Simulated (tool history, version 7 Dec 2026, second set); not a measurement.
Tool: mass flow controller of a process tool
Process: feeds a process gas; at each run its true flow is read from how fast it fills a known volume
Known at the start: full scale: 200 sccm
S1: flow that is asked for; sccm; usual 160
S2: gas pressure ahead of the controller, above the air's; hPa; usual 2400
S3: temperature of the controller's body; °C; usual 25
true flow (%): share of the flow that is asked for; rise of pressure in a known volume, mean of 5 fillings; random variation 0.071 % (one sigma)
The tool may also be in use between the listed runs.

Run 1, day 0: usual settings. Result: true flow (%) 98.48.
Run 2, day 12.358: usual settings but S2 1460 hPa. Result: true flow (%) 98.15.
Run 3, day 20.092: usual settings but S2 1460 hPa. Result: true flow (%) 98.08.
Run 4, day 26.358: usual settings but S2 1450 hPa. Result: true flow (%) 98.12.
Run 5, day 33.642: usual settings but S2 1450 hPa. Result: true flow (%) 97.98.
Run 6, day 44.992: usual settings but S1 117 sccm. Result: true flow (%) 97.39.
Run 7, day 52.021: usual settings. Result: true flow (%) 98.09.
Run 8, day 59.842: usual settings. Result: true flow (%) 98.23.
Run 9, day 72.138: usual settings. Result: true flow (%) 98.14.
At day 73.9: controller's zero set anew.
Run 10, day 78.45: usual settings. Result: true flow (%) 98.01.
Run 11, day 88.408: usual settings but S1 40 sccm. Result: true flow (%) 94.63.
At day 97.288: controller's zero set anew, once more.
Run 12, day 97.288: usual settings but S3 38 °C. Result: true flow (%) 98.71.
Run 13, day 110.546: usual settings but S3 38 °C. Result: true flow (%) 98.85.
Run 14, day 123.062: usual settings but S3 38 °C. Result: true flow (%) 98.66.
Run 15, day 133.712: usual settings but S1 100 sccm, S3 38 °C. Result: true flow (%) 97.63.
Run 16, day 144.817: usual settings but S1 100 sccm, S3 38 °C. Result: true flow (%) 97.8.
Run 17, day 154.146: usual settings but S3 21 °C. Result: true flow (%) 98.17.
Run 18, day 162.521: usual settings but S2 2660 hPa. Result: true flow (%) 98.32.
Run 19, day 169.421: usual settings but S2 2660 hPa. Result: true flow (%) 98.15.
Run 20, day 178.388: usual settings but S2 2660 hPa. Result: true flow (%) 98.28.
Run 21, day 186.096: usual settings but S2 2660 hPa. Result: true flow (%) 98.22.
Run 22, day 191.742: usual settings but S1 43 sccm. Result: true flow (%) 96.21.
Run 23, day 198.592: usual settings but S3 33 °C. Result: true flow (%) 98.26.
Run 24, day 205.329: usual settings but S3 33 °C. Result: true flow (%) 98.29.
Run 25, day 212.854: usual settings but S1 25 sccm, S3 33 °C. Result: true flow (%) 95.37.
Run 26, day 219.162: usual settings but S1 144 sccm, S2 1460 hPa, S3 32 °C. Result: true flow (%) 97.62.
Run 27, day 231.833: usual settings but S2 1990 hPa. Result: true flow (%) 97.84.
Run 28, day 239.675: usual settings but S1 95 sccm, S2 2310 hPa, S3 23 °C. Result: true flow (%) 96.91.
Run 29, day 247.65: usual settings but S1 95 sccm, S2 2310 hPa, S3 23 °C. Result: true flow (%) 96.95.
Run 30, day 254.146: usual settings but S1 26 sccm, S2 1800 hPa, S3 36 °C. Result: true flow (%) 95.03.
Run 31, day 266.562: usual settings but S1 26 sccm, S2 1800 hPa, S3 36 °C. Result: true flow (%) 94.56.
Run 32, day 272.438: usual settings but S1 26 sccm, S2 1800 hPa, S3 36 °C. Result: true flow (%) 94.62.
Run 33, day 284.083: usual settings but S1 26 sccm, S2 1800 hPa, S3 36 °C. Result: true flow (%) 94.62.
Run 34, day 292.429: usual settings but S1 26 sccm, S2 1800 hPa, S3 36 °C. Result: true flow (%) 94.36.
Run 35, day 301.562: usual settings but S1 106 sccm, S2 1810 hPa, S3 22 °C. Result: true flow (%) 96.65.
Run 36, day 310.367: usual settings but S1 106 sccm, S2 1810 hPa, S3 36 °C. Result: true flow (%) 96.87.
Run 37, day 316.004: usual settings but S1 106 sccm, S2 1810 hPa, S3 36 °C. Result: true flow (%) 96.88.
Run 38, day 327.142: usual settings but S1 106 sccm, S2 1810 hPa, S3 36 °C. Result: true flow (%) 96.74.
Run 39, day 336.067: usual settings but S1 106 sccm, S2 1810 hPa, S3 36 °C. Result: true flow (%) 96.62.
Run 40, day 343.896: usual settings but S1 106 sccm, S2 1810 hPa, S3 36 °C. Result: true flow (%) 96.6.
Run 41, day 350.512: usual settings but S1 178 sccm, S2 1960 hPa, S3 36 °C. Result: true flow (%) 97.89.
Run 42, day 357.225: usual settings but S2 2010 hPa, S3 38 °C. Result: true flow (%) 97.58.
Run 43, day 363.633: usual settings but S2 1520 hPa, S3 30 °C. Result: true flow (%) 97.3.
Run 44, day 376.262: usual settings but S1 50 sccm, S2 1520 hPa, S3 21 °C. Result: true flow (%) 94.44.
Run 45, day 384.246: usual settings but S2 1540 hPa. Result: true flow (%) 97.08.
Run 46, day 394.508: usual settings but S2 1540 hPa. Result: true flow (%) 97.05.
Run 47, day 404.762: usual settings but S1 52 sccm, S2 1920 hPa, S3 21 °C. Result: true flow (%) 94.55.
Run 48, day 411.15: usual settings but S3 32 °C. Result: true flow (%) 97.33.

Some steps in true flow (%) between neighbouring runs. How much of each would the tool show without its hidden state too (settings, what came in, random variation), and how much is left for the hidden state, with any gauge scatter that isn't in both results?
The hidden state here: flow at rest that the sensor doesn't see, % of full scale; true flow over the shown one, %; drift of the gauge itself on true_pct, %.
Run 10 -> 11: S1 160 -> 40. true flow (%) -3.38: hidden state -1.9, all else -1.48.
Run 11 -> 12: S1 40 -> 160, S3 25 -> 38, controller's zero set anew, once more. true flow (%) +4.08: hidden state +2.4, all else +1.68.
Run 24 -> 25: S1 160 -> 25. true flow (%) -2.92: hidden state -1.1, all else -1.82.
Run 34 -> 35: S1 26 -> 106, S2 1800 -> 1810, S3 36 -> 22. true flow (%) +2.29: hidden state +1.38, all else +0.91.

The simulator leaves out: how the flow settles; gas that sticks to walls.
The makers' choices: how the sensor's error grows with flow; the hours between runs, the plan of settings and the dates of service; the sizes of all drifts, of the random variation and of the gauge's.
